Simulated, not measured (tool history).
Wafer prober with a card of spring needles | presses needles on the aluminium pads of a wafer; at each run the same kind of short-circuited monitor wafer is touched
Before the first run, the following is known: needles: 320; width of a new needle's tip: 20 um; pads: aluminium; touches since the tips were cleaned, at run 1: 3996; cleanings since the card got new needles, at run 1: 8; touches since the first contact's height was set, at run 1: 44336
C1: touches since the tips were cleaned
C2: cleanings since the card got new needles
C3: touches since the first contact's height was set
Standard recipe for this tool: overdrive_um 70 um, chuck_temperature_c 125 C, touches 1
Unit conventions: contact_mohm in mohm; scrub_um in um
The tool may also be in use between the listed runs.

{"run": 1, "hour": 0.0, "overdrive_um": 70, "chuck_temperature_c": 125, "touches": 1, "C1": 3996, "C2": 8, "C3": 44336, "contact_mohm": 210, "scrub_um": 14.04}
{"hour": 1.3, "done": "tips cleaned on abrasive film"}
{"hour": 13.0, "done": "tips cleaned on abrasive film"}
{"run": 2, "hour": 13.4, "overdrive_um": 70, "chuck_temperature_c": 125, "touches": 1, "C1": 214, "C2": 10, "C3": 50157, "contact_mohm": 212, "scrub_um": 14.01}
{"hour": 24.3, "done": "tips cleaned on abrasive film"}
{"run": 3, "hour": 29.4, "overdrive_um": 70, "chuck_temperature_c": 125, "touches": 1, "C1": 2202, "C2": 11, "C3": 57105, "contact_mohm": 211, "scrub_um": 14.05}
{"hour": 34.3, "done": "tips cleaned on abrasive film"}
{"hour": 45.2, "done": "tips cleaned on abrasive film"}
{"hour": 51.5, "done": "height of the first contact set anew"}
{"run": 4, "hour": 54.5, "overdrive_um": 70, "chuck_temperature_c": 125, "touches": 1, "C1": 3977, "C2": 13, "C3": 1308, "contact_mohm": 212, "scrub_um": 13.95}
{"hour": 56.1, "done": "tips cleaned on abrasive film"}
{"hour": 67.7, "done": "tips cleaned on abrasive film"}
{"run": 5, "hour": 72.3, "overdrive_um": 70, "chuck_temperature_c": 125, "touches": 1, "C1": 2041, "C2": 15, "C3": 9048, "contact_mohm": 212, "scrub_um": 13.95}
{"hour": 78.5, "done": "tips cleaned on abrasive film"}
{"hour": 89.7, "done": "tips cleaned on abrasive film"}
{"run": 6, "hour": 89.7, "overdrive_um": 70, "chuck_temperature_c": 125, "touches": 1, "C1": 0, "C2": 17, "C3": 16572, "contact_mohm": 213, "scrub_um": 13.99}
{"hour": 100.4, "done": "tips cleaned on abrasive film"}
{"run": 7, "hour": 108.7, "overdrive_um": 70, "chuck_temperature_c": 125, "touches": 1, "C1": 3662, "C2": 18, "C3": 24904, "contact_mohm": 213, "scrub_um": 13.99}
{"hour": 110.2, "done": "tips cleaned on abrasive film"}
{"hour": 121.2, "done": "tips cleaned on abrasive film"}
{"run": 8, "hour": 124.8, "overdrive_um": 70, "chuck_temperature_c": 125, "touches": 2, "C1": 1592, "C2": 20, "C3": 31879, "contact_mohm": 210, "scrub_um": 13.95}
{"hour": 132.5, "done": "tips cleaned on abrasive film"}
{"hour": 143.6, "done": "tips cleaned on abrasive film"}
{"run": 9, "hour": 144.0, "overdrive_um": 70, "chuck_temperature_c": 125, "touches": 1, "C1": 172, "C2": 22, "C3": 40241, "contact_mohm": 209, "scrub_um": 13.96}
{"hour": 153.8, "done": "tips cleaned on abrasive film"}
{"hour": 164.9, "done": "tips cleaned on abrasive film"}
{"run": 10, "hour": 164.9, "overdrive_um": 55, "chuck_temperature_c": 125, "touches": 1, "C1": 0, "C2": 24, "C3": 49342, "contact_mohm": 214, "scrub_um": 11.04}
{"hour": 175.9, "done": "tips cleaned on abrasive film"}
{"hour": 186.1, "done": "tips cleaned on abrasive film"}
{"run": 11, "hour": 186.5, "overdrive_um": 80, "chuck_temperature_c": 125, "touches": 1, "C1": 208, "C2": 26, "C3": 58750, "contact_mohm": 210, "scrub_um": 15.93}
{"hour": 196.9, "done": "tips cleaned on abrasive film"}
{"run": 12, "hour": 198.5, "overdrive_um": 80, "chuck_temperature_c": 125, "touches": 1, "C1": 737, "C2": 27, "C3": 63979, "contact_mohm": 210, "scrub_um": 16.0}
{"hour": 205.2, "done": "height of the first contact set anew"}
{"hour": 207.9, "done": "tips cleaned on abrasive film"}
{"run": 13, "hour": 212.6, "overdrive_um": 80, "chuck_temperature_c": 125, "touches": 1, "C1": 2035, "C2": 28, "C3": 3181, "contact_mohm": 207, "scrub_um": 16.04}
{"hour": 218.4, "done": "tips cleaned on abrasive film"}
{"hour": 228.9, "done": "tips cleaned on abrasive film"}
{"run": 14, "hour": 230.8, "overdrive_um": 80, "chuck_temperature_c": 125, "touches": 1, "C1": 814, "C2": 30, "C3": 11104, "contact_mohm": 208, "scrub_um": 15.99}
{"hour": 240.3, "done": "tips cleaned on abrasive film"}
{"hour": 251.3, "done": "tips cleaned on abrasive film"}
{"run": 15, "hour": 251.3, "overdrive_um": 80, "chuck_temperature_c": 125, "touches": 1, "C1": 0, "C2": 32, "C3": 20022, "contact_mohm": 206, "scrub_um": 15.95}
{"hour": 261.4, "done": "tips cleaned on abrasive film"}
{"run": 16, "hour": 267.3, "overdrive_um": 72, "chuck_temperature_c": 125, "touches": 2, "C1": 2597, "C2": 33, "C3": 27015, "contact_mohm": 210, "scrub_um": 14.31}
{"hour": 271.2, "done": "tips cleaned on abrasive film"}
{"hour": 281.1, "done": "tips cleaned on abrasive film"}
{"run": 17, "hour": 290.0, "overdrive_um": 72, "chuck_temperature_c": 125, "touches": 2, "C1": 3881, "C2": 35, "C3": 36893, "contact_mohm": 211, "scrub_um": 14.42}
{"hour": 292.4, "done": "tips cleaned on abrasive film"}
{"hour": 302.6, "done": "tips cleaned on abrasive film"}
{"hour": 312.5, "done": "tips cleaned on abrasive film"}
{"run": 18, "hour": 317.4, "overdrive_um": 75, "chuck_temperature_c": 71, "touches": 1, "C1": 2142, "C2": 38, "C3": 48811, "contact_mohm": 197, "scrub_um": 15.01}
{"hour": 323.3, "done": "tips cleaned on abrasive film"}
{"run": 19, "hour": 332.8, "overdrive_um": 75, "chuck_temperature_c": 43, "touches": 2, "C1": 4200, "C2": 39, "C3": 55546, "contact_mohm": 191, "scrub_um": 15.02}
{"hour": 334.9, "done": "tips cleaned on abrasive film"}
{"hour": 346.6, "done": "tips cleaned on abrasive film"}
{"run": 20, "hour": 350.7, "overdrive_um": 75, "chuck_temperature_c": 43, "touches": 2, "C1": 1796, "C2": 41, "C3": 63301, "contact_mohm": 193, "scrub_um": 14.99}
{"hour": 356.5, "done": "tips cleaned on abrasive film"}
{"hour": 358.7, "done": "height of the first contact set anew"}
{"hour": 366.7, "done": "tips cleaned on abrasive film"}
{"run": 21, "hour": 371.6, "overdrive_um": 75, "chuck_temperature_c": 70, "touches": 1, "C1": 2150, "C2": 43, "C3": 5628, "contact_mohm": 194, "scrub_um": 14.96}
{"hour": 377.3, "done": "tips cleaned on abrasive film"}
{"hour": 387.3, "done": "tips cleaned on abrasive film"}
{"run": 22, "hour": 390.9, "overdrive_um": 75, "chuck_temperature_c": 70, "touches": 1, "C1": 1575, "C2": 45, "C3": 14031, "contact_mohm": 196, "scrub_um": 15.02}
{"hour": 398.4, "done": "tips cleaned on abrasive film"}
{"hour": 408.2, "done": "tips cleaned on abrasive film"}
{"run": 23, "hour": 414.9, "overdrive_um": 70, "chuck_temperature_c": 125, "touches": 2, "C1": 2960, "C2": 47, "C3": 24494, "contact_mohm": 212, "scrub_um": 14.03}
{"hour": 419.1, "done": "tips cleaned on abrasive film"}
{"hour": 429.3, "done": "tips cleaned on abrasive film"}
{"hour": 439.4, "done": "tips cleaned on abrasive film"}
{"run": 24, "hour": 439.4, "overdrive_um": 78, "chuck_temperature_c": 30, "touches": 3, "C1": 0, "C2": 50, "C3": 35100, "contact_mohm": 189, "scrub_um": 15.57}
{"hour": 449.4, "done": "tips cleaned on abrasive film"}
{"run": 25, "hour": 459.0, "overdrive_um": 53, "chuck_temperature_c": 64, "touches": 2, "C1": 4194, "C2": 51, "C3": 43678, "contact_mohm": 205, "scrub_um": 10.71}
{"hour": 460.4, "done": "tips cleaned on abrasive film"}
{"hour": 470.4, "done": "tips cleaned on abrasive film"}
{"hour": 481.6, "done": "tips cleaned on abrasive film"}
{"run": 26, "hour": 485.2, "overdrive_um": 53, "chuck_temperature_c": 64, "touches": 2, "C1": 1547, "C2": 54, "C3": 55044, "contact_mohm": 204, "scrub_um": 10.62}
{"hour": 492.7, "done": "tips cleaned on abrasive film"}
{"hour": 504.0, "done": "tips cleaned on abrasive film"}
{"hour": 512.0, "done": "height of the first contact set anew"}
{"run": 27, "hour": 512.5, "overdrive_um": 53, "chuck_temperature_c": 64, "touches": 2, "C1": 3620, "C2": 56, "C3": 214, "contact_mohm": 206, "scrub_um": 10.61}
{"hour": 515.1, "done": "tips cleaned on abrasive film"}
{"hour": 524.9, "done": "tips cleaned on abrasive film"}
{"run": 28, "hour": 533.5, "overdrive_um": 52, "chuck_temperature_c": 89, "touches": 3, "C1": 3803, "C2": 58, "C3": 9353, "contact_mohm": 211, "scrub_um": 10.49}
{"hour": 536.0, "done": "tips cleaned on abrasive film"}
{"hour": 546.2, "done": "tips cleaned on abrasive film"}
{"run": 29, "hour": 554.0, "overdrive_um": 90, "chuck_temperature_c": 71, "touches": 3, "C1": 3426, "C2": 60, "C3": 18249, "contact_mohm": 192, "scrub_um": 18.15}
{"hour": 556.2, "done": "tips cleaned on abrasive film"}
{"hour": 566.0, "done": "tips cleaned on abrasive film"}
{"run": 30, "hour": 566.0, "overdrive_um": 52, "chuck_temperature_c": 72, "touches": 2, "C1": 0, "C2": 62, "C3": 23437, "contact_mohm": 208, "scrub_um": 10.34}

Take each entry between the runs: how does the hidden state at the last listed run before it differ from the hidden state at the first listed run after it?
Run 1 -> run 2: tips cleaned on abrasive film (hour 1.3); tips cleaned on abrasive film (hour 13.0)
  debris on the tips, nm: 0.2 -> 0
Run 2 -> run 3: tips cleaned on abrasive film (hour 24.3)
  debris on the tips, nm: 0 -> 0.1
Run 3 -> run 4: tips cleaned on abrasive film (hour 34.3); tips cleaned on abrasive film (hour 45.2); height of the first contact set anew (hour 51.5)
  debris on the tips, nm: 0.1 -> 0.2
Run 4 -> run 5: tips cleaned on abrasive film (hour 56.1); tips cleaned on abrasive film (hour 67.7)
  debris on the tips, nm: 0.2 -> 0.1
Run 5 -> run 6: tips cleaned on abrasive film (hour 78.5); tips cleaned on abrasive film (hour 89.7)
  debris on the tips, nm: 0.1 -> 0
Run 6 -> run 7: tips cleaned on abrasive film (hour 100.4)
  debris on the tips, nm: 0 -> 0.2
Run 7 -> run 8: tips cleaned on abrasive film (hour 110.2); tips cleaned on abrasive film (hour 121.2)
  debris on the tips, nm: 0.2 -> 0.1
Run 8 -> run 9: tips cleaned on abrasive film (hour 132.5); tips cleaned on abrasive film (hour 143.6)
  debris on the tips, nm: 0.1 -> 0
Run 9 -> run 10: tips cleaned on abrasive film (hour 153.8); tips cleaned on abrasive film (hour 164.9)
  the hidden state is the same at both runs
Run 10 -> run 11: tips cleaned on abrasive film (hour 175.9); tips cleaned on abrasive film (hour 186.1)
  the hidden state is the same at both runs
Run 11 -> run 12: tips cleaned on abrasive film (hour 196.9)
  debris on the tips, nm: 0 -> 0.1
Run 12 -> run 13: height of the first contact set anew (hour 205.2); tips cleaned on abrasive film (hour 207.9)
  the hidden state is the same at both runs
Run 13 -> run 14: tips cleaned on abrasive film (hour 218.4); tips cleaned on abrasive film (hour 228.9)
  the hidden state is the same at both runs
Run 14 -> run 15: tips cleaned on abrasive film (hour 240.3); tips cleaned on abrasive film (hour 251.3)
  debris on the tips, nm: 0.1 -> 0
Run 15 -> run 16: tips cleaned on abrasive film (hour 261.4)
  debris on the tips, nm: 0 -> 0.1
Run 16 -> run 17: tips cleaned on abrasive film (hour 271.2); tips cleaned on abrasive film (hour 281.1)
  debris on the tips, nm: 0.1 -> 0.2
Run 17 -> run 18: tips cleaned on abrasive film (hour 292.4); tips cleaned on abrasive film (hour 302.6); tips cleaned on abrasive film (hour 312.5)
  debris on the tips, nm: 0.2 -> 0.1
Run 18 -> run 19: tips cleaned on abrasive film (hour 323.3)
  debris on the tips, nm: 0.1 -> 0.2
Run 19 -> run 20: tips cleaned on abrasive film (hour 334.9); tips cleaned on abrasive film (hour 346.6)
  debris on the tips, nm: 0.2 -> 0.1
Run 20 -> run 21: tips cleaned on abrasive film (hour 356.5); height of the first contact set anew (hour 358.7); tips cleaned on abrasive film (hour 366.7)
  the hidden state is the same at both runs
Run 21 -> run 22: tips cleaned on abrasive film (hour 377.3); tips cleaned on abrasive film (hour 387.3)
  the hidden state is the same at both runs
Run 22 -> run 23: tips cleaned on abrasive film (hour 398.4); tips cleaned on abrasive film (hour 408.2)
  the hidden state is the same at both runs
Run 23 -> run 24: tips cleaned on abrasive film (hour 419.1); tips cleaned on abrasive film (hour 429.3); tips cleaned on abrasive film (hour 439.4)
  debris on the tips, nm: 0.1 -> 0
Run 24 -> run 25: tips cleaned on abrasive film (hour 449.4)
  debris on the tips, nm: 0 -> 0.2
Run 25 -> run 26: tips cleaned on abrasive film (hour 460.4); tips cleaned on abrasive film (hour 470.4); tips cleaned on abrasive film (hour 481.6)
  debris on the tips, nm: 0.2 -> 0.1; tips' diameter, um: 20 -> 20.01
Run 26 -> run 27: tips cleaned on abrasive film (hour 492.7); tips cleaned on abrasive film (hour 504.0); height of the first contact set anew (hour 512.0)
  debris on the tips, nm: 0.1 -> 0.2
Run 27 -> run 28: tips cleaned on abrasive film (hour 515.1); tips cleaned on abrasive film (hour 524.9)
  the hidden state is the same at both runs
Run 28 -> run 29: tips cleaned on abrasive film (hour 536.0); tips cleaned on abrasive film (hour 546.2)
  debris on the tips, nm: 0.2 -> 0.1
Run 29 -> run 30: tips cleaned on abrasive film (hour 556.2); tips cleaned on abrasive film (hour 566.0)
  debris on the tips, nm: 0.1 -> 0
